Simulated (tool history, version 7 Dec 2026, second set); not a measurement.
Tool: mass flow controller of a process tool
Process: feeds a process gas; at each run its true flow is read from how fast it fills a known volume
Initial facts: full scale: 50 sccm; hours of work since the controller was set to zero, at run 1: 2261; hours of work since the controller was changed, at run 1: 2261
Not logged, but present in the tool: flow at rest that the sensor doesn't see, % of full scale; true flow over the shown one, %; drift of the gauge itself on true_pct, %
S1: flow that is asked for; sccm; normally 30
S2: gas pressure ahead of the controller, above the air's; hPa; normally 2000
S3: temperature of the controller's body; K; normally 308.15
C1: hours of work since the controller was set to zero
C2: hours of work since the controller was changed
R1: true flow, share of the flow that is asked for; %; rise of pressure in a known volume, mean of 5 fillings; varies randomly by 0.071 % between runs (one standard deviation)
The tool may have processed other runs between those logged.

run,hour,S1,S2,S3,C1,C2,R1
1,0.0,30,2000,308.15,2261,2261,99.22
2,218.2,30,2000,308.15,2347,2347,99.17
3,672.3,30,2000,308.15,2526,2526,98.97
4,924.6,30,2000,308.15,2626,2626,99.02
5,1202.0,7,2000,308.15,2736,2736,96.75
6,1474.8,7,2000,308.15,2843,2843,96.60
7,1733.5,7,2000,308.15,2945,2945,96.54
8,1986.9,30,2000,300.15,3045,3045,97.99
9,2341.6,30,2000,300.15,3186,3186,97.90
10,2740.0,30,2000,300.15,3343,3343,97.78
11,3163.8,30,2000,300.15,3510,3510,97.85
# hour 3184.6: controller's zero set anew
12,3505.8,30,2000,300.15,127,3645,97.41
13,3880.9,30,2000,293.15,275,3793,96.65
# hour 4193.0: controller's zero set anew, once more
14,4260.7,30,1770,300.15,27,3943,98.06
15,4578.7,30,1770,300.15,152,4068,98.14
16,4797.4,26,2000,297.15,239,4155,97.42
17,5202.4,30,2000,308.15,399,4315,98.75
18,5578.2,7,2000,308.15,547,4463,97.35
19,5968.2,29,2000,308.15,701,4617,98.72
20,6405.1,30,2710,294.15,873,4790,96.83
21,6760.0,30,2710,294.15,1014,4930,96.83
22,7182.1,30,1530,297.15,1180,5096,97.39
23,7424.6,5,1720,304.15,1276,5192,95.97
24,7694.6,5,1720,304.15,1383,5299,95.75

Predict the results of run 25:
25,8126.6,13,1440,298.15,1553,5469,?

{"run 25": {"R1": 96.36}}
If the tool had no hidden condition, the same run with the same run-to-run variation would have returned R1 98.71 %.

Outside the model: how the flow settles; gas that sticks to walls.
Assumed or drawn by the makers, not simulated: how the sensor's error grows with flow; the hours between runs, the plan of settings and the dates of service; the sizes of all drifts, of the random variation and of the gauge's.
